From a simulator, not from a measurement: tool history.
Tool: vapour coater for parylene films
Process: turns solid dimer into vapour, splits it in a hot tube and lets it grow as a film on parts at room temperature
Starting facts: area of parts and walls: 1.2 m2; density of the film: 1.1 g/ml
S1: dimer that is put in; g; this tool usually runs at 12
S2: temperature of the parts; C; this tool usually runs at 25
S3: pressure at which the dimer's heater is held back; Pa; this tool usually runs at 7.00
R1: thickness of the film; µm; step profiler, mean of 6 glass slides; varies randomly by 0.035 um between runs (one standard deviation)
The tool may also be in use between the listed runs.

run   hour  S1  S2    S3    R1
  1    0.0  12  25  7.00  4.87
  2    8.1  12  25  7.00  4.99
  3   22.5  12  25  7.00  4.89
  4   36.5  12  25  7.00  4.94
  5   48.9  12  25  7.00  4.91
  6   59.3  12  25  7.00  4.91
  7   72.7  12  25  7.00  4.87
  8   87.8  12  25  7.00  4.95
  9   98.5  12  25  7.00  4.98
 10  117.8  12  25  7.00  4.90
 11  128.0  12  25  4.44  5.32
 12  139.3  12  25  4.44  5.27
 13  150.0  12  25  5.07  5.21
 14  161.9  12  22  6.80  5.40
 15  172.4  12  22  6.80  5.34
 16  182.6  12  22  6.80  5.42
 17  200.3  12  22  6.80  5.41

The next listed run, before its measurement:
 18  213.8  12  22  7.00   ?

{"run 18": {"R1": 5.32}}
Had the tool carried no hidden state, the very same run would have given R1 5.33 µm.
